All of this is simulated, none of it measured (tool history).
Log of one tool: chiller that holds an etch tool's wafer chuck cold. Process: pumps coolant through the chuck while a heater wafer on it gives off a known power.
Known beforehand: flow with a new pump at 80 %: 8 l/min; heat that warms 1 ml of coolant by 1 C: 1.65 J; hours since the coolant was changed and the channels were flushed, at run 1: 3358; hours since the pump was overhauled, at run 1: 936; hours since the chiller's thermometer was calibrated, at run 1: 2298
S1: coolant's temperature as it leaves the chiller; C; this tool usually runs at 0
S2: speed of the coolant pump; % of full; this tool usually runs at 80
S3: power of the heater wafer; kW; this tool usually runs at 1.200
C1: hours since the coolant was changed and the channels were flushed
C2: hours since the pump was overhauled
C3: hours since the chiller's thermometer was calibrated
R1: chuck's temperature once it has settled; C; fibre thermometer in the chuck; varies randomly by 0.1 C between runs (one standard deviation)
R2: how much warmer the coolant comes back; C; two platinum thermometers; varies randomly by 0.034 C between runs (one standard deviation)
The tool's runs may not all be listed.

run 1 hour=0.0 | S1=0 S2=80 S3=1.200 | C1=3358 C2=936 C3=2298 | R1=8.7 R2=5.40
run 2 hour=25.2 | S1=0 S2=80 S3=1.200 | C1=3383 C2=961 C3=2324 | R1=8.9 R2=5.44
run 3 hour=47.9 | S1=0 S2=80 S3=1.200 | C1=3406 C2=984 C3=2346 | R1=9.0 R2=5.43
run 4 hour=104.4 | S1=0 S2=80 S3=1.236 | C1=3462 C2=1041 C3=2403 | R1=8.9 R2=5.49
-- hour=117.1 chiller's thermometer calibrated
run 5 hour=161.8 | S1=0 S2=80 S3=1.261 | C1=3519 C2=1097 C3=45 | R1=9.3 R2=5.71
run 6 hour=209.8 | S1=0 S2=80 S3=1.261 | C1=3567 C2=1145 C3=93 | R1=9.4 R2=5.71
run 7 hour=248.2 | S1=0 S2=80 S3=1.261 | C1=3605 C2=1183 C3=131 | R1=9.3 R2=5.74
run 8 hour=300.0 | S1=0 S2=80 S3=1.261 | C1=3657 C2=1235 C3=183 | R1=9.1 R2=5.65
run 9 hour=344.3 | S1=0 S2=80 S3=1.261 | C1=3701 C2=1280 C3=227 | R1=9.2 R2=5.70
run 10 hour=387.8 | S1=0 S2=80 S3=1.261 | C1=3745 C2=1323 C3=271 | R1=9.2 R2=5.66
-- hour=422.6 coolant changed, channels flushed
run 11 hour=434.4 | S1=0 S2=97 S3=1.200 | C1=12 C2=1364 C3=311 | R1=7.6 R2=4.46
run 12 hour=485.7 | S1=0 S2=80 S3=1.200 | C1=63 C2=1415 C3=363 | R1=8.7 R2=5.31
run 13 hour=537.4 | S1=0 S2=80 S3=1.200 | C1=115 C2=1467 C3=414 | R1=8.8 R2=5.37
run 14 hour=581.0 | S1=0 S2=83 S3=1.200 | C1=158 C2=1510 C3=458 | R1=8.4 R2=5.18
run 15 hour=635.7 | S1=0 S2=83 S3=1.200 | C1=213 C2=1565 C3=513 | R1=8.5 R2=5.19
run 16 hour=687.9 | S1=0 S2=80 S3=1.200 | C1=265 C2=1617 C3=565 | R1=8.9 R2=5.38
run 17 hour=724.4 | S1=0 S2=63 S3=1.200 | C1=302 C2=1654 C3=601 | R1=10.4 R2=6.81
run 18 hour=781.1 | S1=0 S2=63 S3=1.200 | C1=359 C2=1710 C3=658 | R1=10.3 R2=6.71
run 19 hour=833.4 | S1=0 S2=74 S3=1.200 | C1=411 C2=1763 C3=710 | R1=9.4 R2=5.80
run 20 hour=874.0 | S1=0 S2=74 S3=1.200 | C1=451 C2=1803 C3=751 | R1=9.2 R2=5.84
run 21 hour=897.8 | S1=-9 S2=74 S3=1.252 | C1=475 C2=1827 C3=775 | R1=0.7 R2=6.06
run 22 hour=927.9 | S1=-9 S2=96 S3=1.282 | C1=505 C2=1857 C3=805 | R1=-0.7 R2=4.76
run 23 hour=961.8 | S1=-3 S2=96 S3=1.282 | C1=539 C2=1891 C3=839 | R1=5.3 R2=4.85
run 24 hour=1008.4 | S1=4 S2=79 S3=0.989 | C1=586 C2=1938 C3=885 | R1=11.3 R2=4.44
run 25 hour=1057.4 | S1=8 S2=86 S3=1.746 | C1=635 C2=1987 C3=934 | R1=20.3 R2=7.25
run 26 hour=1102.4 | S1=0 S2=60 S3=0.976 | C1=680 C2=2032 C3=979 | R1=8.5 R2=5.66
run 27 hour=1147.8 | S1=2 S2=84 S3=0.976 | C1=725 C2=2077 C3=1025 | R1=8.7 R2=4.12
run 28 hour=1189.6 | S1=-9 S2=92 S3=1.721 | C1=767 C2=2119 C3=1066 | R1=2.4 R2=6.71
run 29 hour=1217.6 | S1=-6 S2=77 S3=0.933 | C1=795 C2=2147 C3=1094 | R1=1.1 R2=4.23
run 30 hour=1265.4 | S1=2 S2=80 S3=1.200 | C1=843 C2=2195 C3=1142 | R1=10.7 R2=5.32
run 31 hour=1292.1 | S1=5 S2=80 S3=1.391 | C1=870 C2=2221 C3=1169 | R1=15.3 R2=6.14
run 32 hour=1344.1 | S1=2 S2=92 S3=1.159 | C1=922 C2=2273 C3=1221 | R1=9.8 R2=4.42

Below are 3 alternative next runs, each starting from the tool's condition after run 32. Predict each:
run A hour=1391.6 | S1=2 S2=70 S3=1.159 | C1=969 C2=2321 C3=1269 | R1=? R2=?
run B hour=1391.6 | S1=2 S2=86 S3=1.415 | C1=969 C2=2321 C3=1269 | R1=? R2=?
run C hour=1391.6 | S1=-7 S2=63 S3=0.857 | C1=969 C2=2321 C3=1269 | R1=? R2=?

run=A R1=11.2 R2=5.85
run=B R1=11.8 R2=5.88
run=C R1=0.3 R2=4.73
The same runs, with their run-to-run variation unchanged, on a tool lacking any hidden condition would have given:
run=A R1=11.2 R2=6.01
run=B R1=11.8 R2=6.04
run=C R1=0.3 R2=4.88

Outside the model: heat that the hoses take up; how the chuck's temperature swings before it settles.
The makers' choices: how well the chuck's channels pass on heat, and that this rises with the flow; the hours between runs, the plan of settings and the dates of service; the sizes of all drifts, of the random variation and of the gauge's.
